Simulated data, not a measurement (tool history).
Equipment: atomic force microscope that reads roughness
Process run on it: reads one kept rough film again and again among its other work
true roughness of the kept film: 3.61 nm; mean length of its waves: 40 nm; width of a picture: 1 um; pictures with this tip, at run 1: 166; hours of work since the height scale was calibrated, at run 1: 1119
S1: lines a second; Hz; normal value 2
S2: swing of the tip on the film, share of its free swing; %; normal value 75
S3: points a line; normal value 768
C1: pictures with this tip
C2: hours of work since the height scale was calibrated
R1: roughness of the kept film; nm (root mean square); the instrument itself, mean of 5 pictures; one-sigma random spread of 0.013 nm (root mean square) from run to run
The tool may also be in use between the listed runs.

run,hour,S1,S2,S3,C1,C2,R1
1,0,2,75,768,166,1119,3.002
2,30,2,75,768,237,1140,2.994
3,54.5,2,75,768,296,1157,3.01
# hour 69.9: new tip fitted
4,76.8,2,75,978,16,1172,2.999
5,112.1,2,75,978,100,1196,3.013
6,153.2,2,75,768,198,1225,3.013
7,186.7,2,75,768,278,1248,3
8,208.1,2,75,768,329,1263,3.008
# hour 210.8: new tip fitted
9,233.9,2,75,768,55,1280,2.999
10,266.7,2,75,768,133,1303,2.993
11,286.5,2,75,768,180,1316,3.001
12,307.5,3.36,75,768,230,1331,2.733
13,344.9,3.36,75,314,319,1357,2.749
# hour 352.1: new tip fitted
14,376.4,2,75,370,58,1378,2.993
15,404.2,2,57,568,125,1397,3.269
16,439.4,2.64,75,768,209,1422,2.87
17,477.4,2.72,57,768,299,1448,3.232
# hour 492: new tip fitted
18,516.7,2.72,57,768,59,1475,3.219
19,556.1,1.14,72,774,153,1502,3.212
20,592.2,1.14,72,774,239,1527,3.188
21,617.7,1.14,72,774,300,1544,3.206
# hour 633.5: new tip fitted
22,640.4,1.18,64,768,17,1560,3.307
23,674.2,1.18,64,768,97,1583,3.295
24,713.2,2.39,62,576,190,1610,3.179
25,741.2,2.39,62,576,257,1629,3.176

Alternative continuations, all from the tool just after run 25; predict every row:
A,765.4,2.02,83,291,315,1646,?
B,765.4,2.8,62,576,315,1646,?
C,765.4,3.75,62,576,315,1646,?
D,765.4,0.72,79,281,315,1646,?

run,R1
A,2.78
B,3.135
C,3.053
D,3.212
Without the tool's unlogged condition, the same runs would have read:
run,R1
A,2.787
B,3.143
C,3.061
D,3.22
